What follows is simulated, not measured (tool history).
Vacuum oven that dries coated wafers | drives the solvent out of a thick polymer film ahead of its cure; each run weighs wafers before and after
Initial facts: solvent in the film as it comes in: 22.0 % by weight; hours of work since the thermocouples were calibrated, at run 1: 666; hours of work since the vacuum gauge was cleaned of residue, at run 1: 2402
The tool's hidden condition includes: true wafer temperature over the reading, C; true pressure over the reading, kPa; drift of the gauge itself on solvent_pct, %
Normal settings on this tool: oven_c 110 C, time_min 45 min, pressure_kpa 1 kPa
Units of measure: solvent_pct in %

| run | hour | oven_c | time_min | pressure_kpa | hours of work since the thermocouples were calibrated | hours of work since the vacuum gauge was cleaned of residue | solvent_pct |
|---|---|---|---|---|---|---|---|
| 1 | 0 | 110 | 45 | 1 | 666 | 2402 | 1.74 |
| 2 | 67 | 110 | 45 | 1 | 715 | 2451 | 1.81 |
| 3 | 144 | 110 | 45 | 1 | 772 | 2507 | 1.78 |
|  | 182.9 | vacuum gauge cleaned of residue and calibrated |
| 4 | 217.3 | 107 | 45 | 1 | 824 | 25 | 2.3 |
| 5 | 307.7 | 107 | 45 | 1 | 890 | 91 | 2.36 |
| 6 | 377.1 | 107 | 45 | 1 | 941 | 142 | 2.39 |
| 7 | 436.1 | 110 | 45 | 1 | 984 | 185 | 1.64 |
| 8 | 520.5 | 110 | 45 | 1 | 1046 | 247 | 1.73 |
| 9 | 618.8 | 110 | 45 | 2.49 | 1118 | 319 | 2.52 |
| 10 | 676.7 | 110 | 45 | 2.49 | 1160 | 361 | 2.58 |
| 11 | 729.1 | 110 | 45 | 2.49 | 1199 | 399 | 2.43 |
| 12 | 772.4 | 110 | 45 | 2.49 | 1230 | 431 | 2.62 |
| 13 | 818.9 | 110 | 45 | 2.49 | 1264 | 465 | 2.48 |
| 14 | 878.4 | 110 | 45 | 2.49 | 1308 | 509 | 2.58 |
|  | 955.6 | oven's thermocouples calibrated |
| 15 | 979.1 | 110 | 45 | 2.49 | 17 | 581 | 2.35 |
| 16 | 1082.2 | 110 | 45 | 1 | 93 | 656 | 1.55 |
| 17 | 1149.9 | 110 | 45 | 1 | 142 | 706 | 1.55 |
| 18 | 1245.7 | 110 | 45 | 1 | 212 | 776 | 1.66 |
| 19 | 1289.2 | 110 | 45 | 1 | 244 | 808 | 1.57 |
| 20 | 1348.5 | 110 | 45 | 1 | 287 | 851 | 1.58 |
| 21 | 1410.3 | 110 | 33 | 1 | 332 | 896 | 2.77 |
| 22 | 1460.8 | 110 | 45 | 1 | 369 | 933 | 1.63 |
| 23 | 1530.3 | 110 | 36 | 1 | 420 | 984 | 2.49 |
| 24 | 1577.4 | 110 | 36 | 1 | 455 | 1018 | 2.51 |
| 25 | 1641.2 | 110 | 36 | 1 | 501 | 1065 | 2.48 |
| 26 | 1705.9 | 110 | 39 | 1.19 | 549 | 1112 | 2.43 |
| 27 | 1756 | 110 | 39 | 1.19 | 585 | 1149 | 2.2 |
| 28 | 1812.1 | 110 | 45 | 1.29 | 626 | 1190 | 1.96 |
| 29 | 1883.8 | 110 | 45 | 0.7 | 679 | 1242 | 1.6 |
| 30 | 1988.6 | 120 | 45 | 1.76 | 755 | 1319 | 0.92 |
| 31 | 2071.2 | 104 | 45 | 0.62 | 816 | 1379 | 3.26 |
| 32 | 2138.4 | 104 | 41 | 0.62 | 865 | 1429 | 3.79 |
| 33 | 2181.7 | 95 | 55 | 0.75 | 897 | 1460 | 5.92 |
| 34 | 2223.9 | 95 | 55 | 0.75 | 928 | 1491 | 5.96 |
| 35 | 2295.7 | 124 | 56 | 1.97 | 980 | 1544 | 0.86 |
| 36 | 2382.8 | 124 | 62 | 0.6 | 1044 | 1607 | 0.29 |
| 37 | 2435 | 124 | 62 | 0.86 | 1082 | 1646 | 0.36 |
| 38 | 2488.9 | 124 | 62 | 0.86 | 1121 | 1685 | 0.49 |
| 39 | 2565.6 | 124 | 62 | 0.86 | 1177 | 1741 | 0.42 |
| 40 | 2608.2 | 98 | 45 | 1 | 1209 | 1772 | 6.15 |
| 41 | 2676.5 | 119 | 45 | 1 | 1259 | 1822 | 0.73 |
| 42 | 2778.9 | 120 | 29 | 1 | 1333 | 1897 | 1.2 |
|  | 2823.9 | oven's thermocouples calibrated |
| 43 | 2843.3 | 120 | 32 | 3.65 | 14 | 1943 | 1.93 |
| 44 | 2908 | 110 | 45 | 1.74 | 62 | 1990 | 2 |
| 45 | 3005.4 | 110 | 45 | 1.74 | 133 | 2061 | 2.04 |
| 46 | 3090.3 | 115 | 41 | 1.75 | 195 | 2123 | 1.47 |
| 47 | 3157.4 | 115 | 41 | 1.75 | 244 | 2172 | 1.42 |
| 48 | 3225.8 | 115 | 41 | 1.75 | 294 | 2222 | 1.54 |

What if the next run were any one of these 3? Each begins from the tool's condition after run 48:
| A | 3274.8 | 100 | 45 | 1 | 330 | 2258 | ? |
| B | 3274.8 | 120 | 45 | 3.44 | 330 | 2258 | ? |
| C | 3274.8 | 115 | 30 | 3.49 | 330 | 2258 | ? |

| run | solvent_pct |
|---|---|
| A | 4.98 |
| B | 1.66 |
| C | 2.97 |
What these runs would have given with no unlogged condition in the tool:
| run | solvent_pct |
|---|---|
| A | 4.64 |
| B | 1.49 |
| C | 2.75 |

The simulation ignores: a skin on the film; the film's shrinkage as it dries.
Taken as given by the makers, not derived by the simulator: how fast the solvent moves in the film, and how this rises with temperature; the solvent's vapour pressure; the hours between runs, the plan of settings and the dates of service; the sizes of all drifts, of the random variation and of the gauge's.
